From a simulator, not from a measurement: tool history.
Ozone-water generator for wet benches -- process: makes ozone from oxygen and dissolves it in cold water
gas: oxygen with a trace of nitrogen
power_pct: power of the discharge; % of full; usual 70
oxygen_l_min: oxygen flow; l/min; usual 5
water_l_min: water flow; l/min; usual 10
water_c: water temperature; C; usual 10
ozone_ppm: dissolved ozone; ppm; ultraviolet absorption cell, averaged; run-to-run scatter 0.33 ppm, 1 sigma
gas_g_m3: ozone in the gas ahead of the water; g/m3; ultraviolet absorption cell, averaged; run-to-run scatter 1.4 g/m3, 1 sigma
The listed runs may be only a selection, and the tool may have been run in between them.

Run 1, hour 0: usual settings. Result: ozone_ppm 48.4 ppm, gas_g_m3 260.3 g/m3.
Run 2, hour 179: usual settings. Result: ozone_ppm 48.6 ppm, gas_g_m3 257.6 g/m3.
Run 3, hour 258.9: usual settings. Result: ozone_ppm 47.4 ppm, gas_g_m3 259.7 g/m3.
Run 4, hour 353.9: usual settings. Result: ozone_ppm 47.7 ppm, gas_g_m3 256.7 g/m3.
Run 5, hour 512.5: usual settings. Result: ozone_ppm 47.5 ppm, gas_g_m3 256.1 g/m3.
Run 6, hour 635.9: usual settings. Result: ozone_ppm 47.1 ppm, gas_g_m3 254.2 g/m3.
Run 7, hour 717.4: usual settings. Result: ozone_ppm 46.9 ppm, gas_g_m3 257.1 g/m3.
Run 8, hour 869.2: usual settings. Result: ozone_ppm 46.9 ppm, gas_g_m3 253.3 g/m3.
Run 9, hour 1010.1: usual settings. Result: ozone_ppm 47.1 ppm, gas_g_m3 253.2 g/m3.
Run 10, hour 1149.2: usual settings. Result: ozone_ppm 46.6 ppm, gas_g_m3 251.4 g/m3.
Run 11, hour 1285.3: usual settings. Result: ozone_ppm 46.7 ppm, gas_g_m3 250.4 g/m3.
Run 12, hour 1455.6: usual settings but water_c 11 C. Result: ozone_ppm 45.7 ppm, gas_g_m3 253 g/m3.
Run 13, hour 1625.9: usual settings but water_c 11 C. Result: ozone_ppm 44.4 ppm, gas_g_m3 252.9 g/m3.
Run 14, hour 1783.6: usual settings. Result: ozone_ppm 45.3 ppm, gas_g_m3 250 g/m3.
Run 15, hour 1894.9: usual settings but water_l_min 8 l/min. Result: ozone_ppm 53.2 ppm, gas_g_m3 246.8 g/m3.
At hour 1995.4: water thermometer calibrated.
Run 16, hour 2016.6: usual settings but water_l_min 8 l/min. Result: ozone_ppm 53.5 ppm, gas_g_m3 246.8 g/m3.
Run 17, hour 2206.1: usual settings but water_c 17 C. Result: ozone_ppm 39.5 ppm, gas_g_m3 246.2 g/m3.
Run 18, hour 2284.8: usual settings but oxygen_l_min 5.17 l/min, water_c 18 C. Result: ozone_ppm 38.6 ppm, gas_g_m3 245 g/m3.
Run 19, hour 2426.2: usual settings but power_pct 96 % of full, oxygen_l_min 4.65 l/min, water_l_min 14 l/min, water_c 18 C. Result: ozone_ppm 38 ppm, gas_g_m3 324.1 g/m3.
Run 20, hour 2548.5: usual settings but power_pct 53 % of full, oxygen_l_min 6.04 l/min, water_l_min 9 l/min, water_c 12 C. Result: ozone_ppm 36.9 ppm, gas_g_m3 182.5 g/m3.
Run 21, hour 2691.7: usual settings but power_pct 94 % of full, oxygen_l_min 4.01 l/min, water_l_min 9 l/min, water_c 12 C. Result: ozone_ppm 58.1 ppm, gas_g_m3 339.8 g/m3.
Run 22, hour 2878.2: usual settings but power_pct 94 % of full, oxygen_l_min 4.01 l/min, water_l_min 9 l/min, water_c 12 C. Result: ozone_ppm 57.9 ppm, gas_g_m3 336.7 g/m3.
Run 23, hour 3062.7: usual settings but power_pct 57 % of full. Result: ozone_ppm 37.6 ppm, gas_g_m3 207.6 g/m3.
Run 24, hour 3170.6: usual settings but power_pct 57 % of full. Result: ozone_ppm 37.6 ppm, gas_g_m3 209.4 g/m3.
Run 25, hour 3314.8: usual settings but power_pct 57 % of full, oxygen_l_min 5.13 l/min, water_l_min 8 l/min. Result: ozone_ppm 44 ppm, gas_g_m3 205.2 g/m3.
At hour 3427.6: contactor cleaned.
Run 26, hour 3497.9: usual settings but power_pct 57 % of full, oxygen_l_min 5.13 l/min, water_l_min 8 l/min. Result: ozone_ppm 46.1 ppm, gas_g_m3 207.1 g/m3.
Run 27, hour 3606.8: usual settings but power_pct 79 % of full, oxygen_l_min 6.04 l/min. Result: ozone_ppm 50 ppm, gas_g_m3 243.9 g/m3.
Run 28, hour 3772.1: usual settings but power_pct 61 % of full, oxygen_l_min 8.26 l/min, water_l_min 11 l/min, water_c 8 C. Result: ozone_ppm 40 ppm, gas_g_m3 171.1 g/m3.
Run 29, hour 3883.2: usual settings but power_pct 98 % of full, oxygen_l_min 8.74 l/min. Result: ozone_ppm 57.2 ppm, gas_g_m3 239.6 g/m3.
Run 30, hour 4050.3: usual settings but power_pct 98 % of full, oxygen_l_min 8.74 l/min. Result: ozone_ppm 57.2 ppm, gas_g_m3 236.2 g/m3.
Run 31, hour 4211.4: usual settings but power_pct 98 % of full, oxygen_l_min 2.94 l/min. Result: ozone_ppm 57.1 ppm, gas_g_m3 386 g/m3.
Run 32, hour 4370.2: usual settings but power_pct 44 % of full, oxygen_l_min 6.59 l/min, water_l_min 8 l/min, water_c 6 C. Result: ozone_ppm 39.4 ppm, gas_g_m3 148.4 g/m3.
Run 33, hour 4524.4: usual settings but power_pct 63 % of full, water_l_min 6 l/min. Result: ozone_ppm 55.6 ppm, gas_g_m3 218.9 g/m3.

For each run, the measured value with the value that run would have given without the tool's hidden condition subtracted. The run-to-run variation is shared by both, the gauge scatter possibly not:
The tool's hidden condition here consists of: yield of the discharge, % of new electrodes'; contactor's efficiency, % of a clean one's; true water temperature over the reading, C; drift of the gauge itself on ozone_ppm, %; drift of the gauge itself on gas_g_m3, %.
run  ozone_ppm  gas_g_m3
  1       -3.6      -8.3
  2       -3.9      -9.1
  3         -4      -9.5
  4       -4.1      -9.9
  5       -4.4     -10.7
  6       -4.5     -11.3
  7       -4.7     -11.8
  8       -4.9     -12.5
  9       -5.1     -13.2
 10       -5.3     -13.8
 11       -5.5     -14.5
 12       -5.6     -15.4
 13       -5.8     -16.3
 14       -6.1       -17
 15       -6.8     -17.4
 16       -6.8     -18.1
 17       -5.8     -18.9
 18       -5.7     -19.2
 19       -7.5     -33.3
 20       -4.9     -11.8
 21      -10.4       -37
 22      -10.9     -38.3
 23         -6     -16.5
 24       -6.1       -17
 25       -6.8     -17.2
 26       -4.2       -18
 27       -6.1     -28.7
 28       -4.2     -16.9
 29       -8.8       -35
 30       -9.1     -35.5
 31       -9.4     -59.8
 32       -3.5     -11.6
 33       -7.1     -25.7
